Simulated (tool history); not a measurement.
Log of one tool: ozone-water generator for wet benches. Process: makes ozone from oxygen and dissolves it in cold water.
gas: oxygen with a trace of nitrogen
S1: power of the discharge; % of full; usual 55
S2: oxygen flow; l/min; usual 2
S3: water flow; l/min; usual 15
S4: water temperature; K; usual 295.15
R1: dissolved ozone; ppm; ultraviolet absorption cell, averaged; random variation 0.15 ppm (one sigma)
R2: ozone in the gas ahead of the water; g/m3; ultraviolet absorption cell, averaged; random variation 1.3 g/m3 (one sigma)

Run 1, hour 0: usual settings. Result: R1 17.7 ppm, R2 237.1 g/m3.
Run 2, hour 35.2: usual settings. Result: R1 17.7 ppm, R2 238.1 g/m3.
Run 3, hour 59.4: usual settings. Result: R1 17.8 ppm, R2 239.9 g/m3.
Run 4, hour 94.9: usual settings but S2 1.38 l/min. Result: R1 16.2 ppm, R2 282.6 g/m3.
Run 5, hour 141.9: usual settings but S2 1.38 l/min. Result: R1 16.4 ppm, R2 278.5 g/m3.
Run 6, hour 180.9: usual settings but S2 1.38 l/min. Result: R1 16 ppm, R2 279.8 g/m3.
Run 7, hour 215.3: usual settings but S2 1.38 l/min. Result: R1 15.8 ppm, R2 281.5 g/m3.
Run 8, hour 245.6: usual settings but S1 46 % of full, S2 1.38 l/min, S3 14 l/min, S4 293.15 K. Result: R1 16.1 ppm, R2 257.6 g/m3.
Run 9, hour 283.2: usual settings but S1 82 % of full, S3 12 l/min, S4 289.15 K. Result: R1 27.9 ppm, R2 291.4 g/m3.
Run 10, hour 328.5: usual settings but S1 74 % of full, S3 12 l/min, S4 289.15 K. Result: R1 27 ppm, R2 277.3 g/m3.
Run 11, hour 368.4: usual settings but S1 74 % of full, S3 12 l/min, S4 289.15 K. Result: R1 26.7 ppm, R2 278.5 g/m3.
Run 12, hour 415.5: usual settings but S1 41 % of full, S2 2.92 l/min, S3 18 l/min, S4 296.15 K. Result: R1 13.9 ppm, R2 173.8 g/m3.

Forecast each of these 3 alternatives for the next run:
Run A, hour 440.7: usual settings but S2 1.33 l/min. Result: R1 ?, R2 ?.
Run B, hour 440.7: usual settings but S1 48 % of full, S2 2.03 l/min, S4 294.15 K. Result: R1 ?, R2 ?.
Run C, hour 440.7: usual settings but S1 94 % of full, S2 1.82 l/min, S3 11 l/min. Result: R1 ?, R2 ?.

run    R1     R2
  A    16  286.9
  B  16.7  223.6
  C  30.2  325.9
Without the tool's hidden state the same runs would have given:
run    R1     R2
  A  16.6  289.6
  B  17.4  225.5
  C  31.4  329.9
